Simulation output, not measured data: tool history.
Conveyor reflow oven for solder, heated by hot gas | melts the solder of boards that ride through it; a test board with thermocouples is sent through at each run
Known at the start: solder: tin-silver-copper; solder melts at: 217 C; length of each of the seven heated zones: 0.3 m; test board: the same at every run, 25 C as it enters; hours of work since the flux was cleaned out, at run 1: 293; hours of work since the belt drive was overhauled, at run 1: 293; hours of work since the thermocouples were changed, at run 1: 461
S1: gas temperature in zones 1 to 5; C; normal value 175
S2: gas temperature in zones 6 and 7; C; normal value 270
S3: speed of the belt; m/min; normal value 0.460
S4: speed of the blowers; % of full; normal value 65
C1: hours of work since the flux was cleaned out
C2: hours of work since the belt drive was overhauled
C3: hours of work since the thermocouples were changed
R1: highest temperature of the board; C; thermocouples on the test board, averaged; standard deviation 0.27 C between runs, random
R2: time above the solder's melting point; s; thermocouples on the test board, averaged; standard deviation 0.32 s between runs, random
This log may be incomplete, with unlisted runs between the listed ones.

run,hour,S1,S2,S3,S4,C1,C2,C3,R1,R2
1,0.0,175,270,0.460,65,293,293,461,257.7,63.4
2,8.8,175,270,0.460,65,300,300,468,257.7,62.7
3,15.8,175,270,0.460,65,305,305,473,257.2,63.6
4,20.2,175,270,0.460,65,309,309,477,257.5,63.4
5,24.7,181,270,0.460,65,312,312,480,257.9,66.4
6,33.8,181,270,0.460,65,319,319,487,258.1,65.6
7,43.8,181,270,0.460,65,326,326,495,258.3,66.2
8,50.7,181,270,0.460,65,332,332,500,257.8,66.5
# hour 63.6: flux residue cleaned out of gas plates and filters
9,64.1,181,270,0.460,65,0,338,506,258.7,66.2
10,69.5,181,270,0.460,65,4,342,510,258.8,66.9
11,74.1,175,270,0.460,65,8,346,514,257.5,63.6
12,84.5,175,270,0.460,65,16,353,521,257.9,64.1
13,94.9,175,270,0.520,65,24,361,529,254.4,53.6
14,102.4,175,270,0.460,65,29,367,535,257.9,64.0
15,112.2,186,270,0.460,65,37,374,542,259.9,68.7
16,122.0,161,270,0.416,65,44,382,550,259.0,66.5
17,126.4,161,270,0.416,65,48,385,553,259.0,67.5
18,131.4,161,277,0.416,85,51,389,557,270.1,73.9
19,141.3,175,268,0.533,65,59,396,564,251.7,50.3
20,148.9,175,268,0.533,65,65,402,570,251.9,50.6
21,157.0,175,268,0.533,65,71,408,576,252.1,50.3
# hour 161.8: belt drive overhauled, speed set with a stopwatch
22,165.4,177,260,0.539,65,74,3,580,245.0,45.9
23,173.2,165,270,0.460,65,80,9,586,256.8,60.4
24,178.0,165,270,0.460,65,84,12,589,256.5,59.6
25,182.8,175,270,0.499,65,87,16,593,256.1,57.6
26,187.6,160,270,0.460,65,91,20,596,256.1,58.7
27,193.9,160,270,0.460,65,96,24,601,256.0,58.0
28,198.6,178,279,0.460,65,99,28,605,266.7,69.7
29,204.1,178,258,0.445,65,103,32,609,249.0,61.3
# hour 210.4: belt drive overhauled, speed set with a stopwatch, once more
30,213.0,178,258,0.445,65,107,2,613,248.2,60.5

Measured less the same run without the tool's hidden state. The same run-to-run variation is in both; the gauge's scatter may not be:
Hidden state present: heat that the gas passes to the board, % of a clean oven's; belt's true speed, % of the reading; true gas temperature in zones 6 and 7 over the reading, C; drift of the gauge itself on peak_c, C; drift of the gauge itself on liquid_s, %.
run,R1,R2
1,+0.2,+0.3
2,+0.2,+0.2
3,+0.2,+0.3
4,+0.1,+0.3
5,+0.2,+0.3
6,+0.3,+0.3
7,+0.2,+0.4
8,+0.3,+0.4
9,+1.0,+0.9
10,+0.9,+0.9
11,+1.0,+1.0
12,+0.9,+1.0
13,+0.9,+0.9
14,+0.9,+1.0
15,+0.9,+0.9
16,+1.0,+1.0
17,+1.0,+1.0
18,+0.9,+0.9
19,+0.9,+0.9
20,+0.8,+0.9
21,+0.9,+0.8
22,+1.0,+1.3
23,+1.1,+1.4
24,+1.1,+1.4
25,+1.0,+1.3
26,+1.1,+1.4
27,+1.1,+1.3
28,+1.1,+1.3
29,+1.1,+1.5
30,+0.8,+0.4
